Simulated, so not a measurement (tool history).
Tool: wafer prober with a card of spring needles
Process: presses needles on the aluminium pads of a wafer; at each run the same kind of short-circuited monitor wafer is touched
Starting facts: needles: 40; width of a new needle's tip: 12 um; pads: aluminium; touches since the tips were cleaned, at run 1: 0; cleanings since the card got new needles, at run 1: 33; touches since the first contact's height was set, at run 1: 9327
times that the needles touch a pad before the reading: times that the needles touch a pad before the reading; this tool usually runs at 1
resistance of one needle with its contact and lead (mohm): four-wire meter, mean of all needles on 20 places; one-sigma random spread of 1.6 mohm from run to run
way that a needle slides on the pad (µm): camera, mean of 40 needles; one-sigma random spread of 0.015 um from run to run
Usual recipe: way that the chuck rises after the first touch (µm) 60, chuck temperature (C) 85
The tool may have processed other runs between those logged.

run     day  way that the chuck rises after the first touch (µm)  chuck temperature (C)  times that the needles touch a pad before the reading  touches since the tips were cleaned  cleanings since the card got new needles  touches since the first contact's height was set  resistance of one needle with its contact and lead (mohm)  way that a needle slides on the pad (µm)
  1   0.000                                                   60                     85                                                      1                                    0                                        33                                              9327                                                        151                                      9.43
      1.067  -- tips cleaned on abrasive film
  2   1.483                                                   60                     64                                                      1                                 3431                                        34                                             21518                                                        148                                      9.42
      2.142  -- tips cleaned on abrasive film
  3   3.150                                                   60                     97                                                      1                                 8306                                        35                                             35195                                                        150                                      9.42
      3.296  -- tips cleaned on abrasive film
      4.342  -- tips cleaned on abrasive film
  4   4.458                                                   60                     85                                                      1                                  979                                        37                                             45927                                                        152                                      9.41
      5.446  -- tips cleaned on abrasive film
  5   6.017                                                   60                     85                                                      1                                 4699                                        38                                             58699                                                        149                                      9.39
      6.562  -- tips cleaned on abrasive film
  6   7.279                                                   64                     85                                                      1                                 5911                                        39                                             69069                                                        151                                     10.00
      7.667  -- tips cleaned on abrasive film
  7   8.458                                                   60                     85                                                      1                                 6516                                        40                                             78747                                                        150                                      9.38
      8.804  -- tips cleaned on abrasive film
      9.846  -- tips cleaned on abrasive film
  8  10.254                                                   60                     85                                                      1                                 3387                                        42                                             93494                                                        149                                      9.37
     10.896  -- tips cleaned on abrasive film
  9  11.504                                                   60                     85                                                      1                                 4984                                        43                                            103729                                                        149                                      9.35
     11.938  -- tips cleaned on abrasive film
     11.950  -- height of the first contact set anew
 10  12.929                                                   60                     85                                                      2                                 8059                                        44                                              8059                                                        150                                      9.34
     13.017  -- tips cleaned on abrasive film
     14.108  -- tips cleaned on abrasive film
 11  14.300                                                   59                     38                                                      2                                 1585                                        46                                             19294                                                        144                                      9.17
     15.204  -- tips cleaned on abrasive film
 12  15.979                                                   68                     85                                                      1                                 6382                                        47                                             33090                                                        148                                     10.60
     16.371  -- tips cleaned on abrasive film
 13  17.388                                                   55                     26                                                      2                                 8358                                        48                                             44635                                                        144                                      8.55
     17.508  -- tips cleaned on abrasive film
 14  18.267                                                   60                     57                                                      1                                 6267                                        49                                             51864                                                        147                                      9.34
     18.596  -- tips cleaned on abrasive film
 15  19.017                                                   62                    100                                                      1                                 3467                                        50                                             57996                                                        152                                      9.61
     19.625  -- tips cleaned on abrasive film
 16  20.475                                                   47                     83                                                      1                                 6995                                        51                                             69968                                                        155                                      7.27
     20.729  -- tips cleaned on abrasive film
     21.879  -- tips cleaned on abrasive film
 17  21.925                                                   47                     85                                                      3                                  386                                        53                                             81851                                                        153                                      7.27

Below are 5 alternative next runs, each starting from the tool's condition after run 17. Predict each:
     22.412  -- gauge calibrated
     22.958  -- tips cleaned on abrasive film
  A  23.746                                                   43                    104                                                      1                                 6467                                        54                                             96806                                                          ?                                         ?
     22.412  -- gauge calibrated
     22.958  -- tips cleaned on abrasive film
  B  23.746                                                   56                     31                                                      1                                 6467                                        54                                             96806                                                          ?                                         ?
     22.412  -- gauge calibrated
     22.958  -- tips cleaned on abrasive film
  C  23.746                                                   56                    108                                                      1                                 6467                                        54                                             96806                                                          ?                                         ?
     22.412  -- gauge calibrated
     22.958  -- tips cleaned on abrasive film
  D  23.746                                                   48                     85                                                      1                                 6467                                        54                                             96806                                                          ?                                         ?
     22.412  -- gauge calibrated
     22.958  -- tips cleaned on abrasive film
  E  23.746                                                   62                     33                                                      3                                 6467                                        54                                             96806                                                          ?                                         ?

run  resistance of one needle with its contact and lead (mohm)  way that a needle slides on the pad (µm)
  A                                                        159                                      6.75
  B                                                        143                                      8.80
  C                                                        154                                      8.80
  D                                                        157                                      7.54
  E                                                        140                                      9.78
Stripped of hidden state, with their random variation kept, the same runs would have yielded:
run  resistance of one needle with its contact and lead (mohm)  way that a needle slides on the pad (µm)
  A                                                        158                                      6.76
  B                                                        143                                      8.81
  C                                                        153                                      8.81
  D                                                        156                                      7.54
  E                                                        140                                      9.79

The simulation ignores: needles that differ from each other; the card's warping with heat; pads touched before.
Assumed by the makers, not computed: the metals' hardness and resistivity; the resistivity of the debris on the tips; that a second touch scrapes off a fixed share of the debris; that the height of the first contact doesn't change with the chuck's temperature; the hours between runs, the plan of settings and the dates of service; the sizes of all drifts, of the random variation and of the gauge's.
